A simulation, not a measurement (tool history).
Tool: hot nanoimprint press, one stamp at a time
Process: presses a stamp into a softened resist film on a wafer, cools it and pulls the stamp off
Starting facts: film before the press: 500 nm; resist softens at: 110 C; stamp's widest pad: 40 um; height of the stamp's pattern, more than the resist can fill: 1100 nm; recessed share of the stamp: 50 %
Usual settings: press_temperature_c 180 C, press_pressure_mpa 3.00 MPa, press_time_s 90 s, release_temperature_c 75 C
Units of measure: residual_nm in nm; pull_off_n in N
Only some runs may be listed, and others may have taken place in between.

Run 1, day 0.000: usual settings. Result: residual_nm 291.5 nm, pull_off_n 193 N.
Run 2, day 2.229: usual settings. Result: residual_nm 296.4 nm, pull_off_n 206 N.
Run 3, day 4.996: usual settings. Result: residual_nm 295.0 nm, pull_off_n 205 N.
Run 4, day 6.421: usual settings. Result: residual_nm 292.4 nm, pull_off_n 196 N.
Run 5, day 9.075: usual settings. Result: residual_nm 294.0 nm, pull_off_n 207 N.
Run 6, day 10.321: usual settings but release_temperature_c 62 C. Result: residual_nm 294.6 nm, pull_off_n 236 N.
Run 7, day 12.675: usual settings but release_temperature_c 62 C. Result: residual_nm 293.0 nm, pull_off_n 230 N.
Run 8, day 14.858: usual settings but press_pressure_mpa 4.66 MPa. Result: residual_nm 235.6 nm, pull_off_n 200 N.
Run 9, day 16.538: usual settings but press_pressure_mpa 4.66 MPa. Result: residual_nm 235.9 nm, pull_off_n 193 N.
Run 10, day 18.238: usual settings but press_pressure_mpa 2.07 MPa. Result: residual_nm 344.0 nm, pull_off_n 200 N.

Missing from the log above: 1 entry noted between runs. For each, name the pair of listed runs it sits between and say how the tool's hidden condition differs from the listed run just before to the listed run just after:
From run 9 to run 10: stamp cleaned and given a new release coat (day 17.688)
  true temperature over the reading, C: 0.01 -> 0.02; grip of the stamp's worn release coat, % over a new coat's: 0.6 -> 0
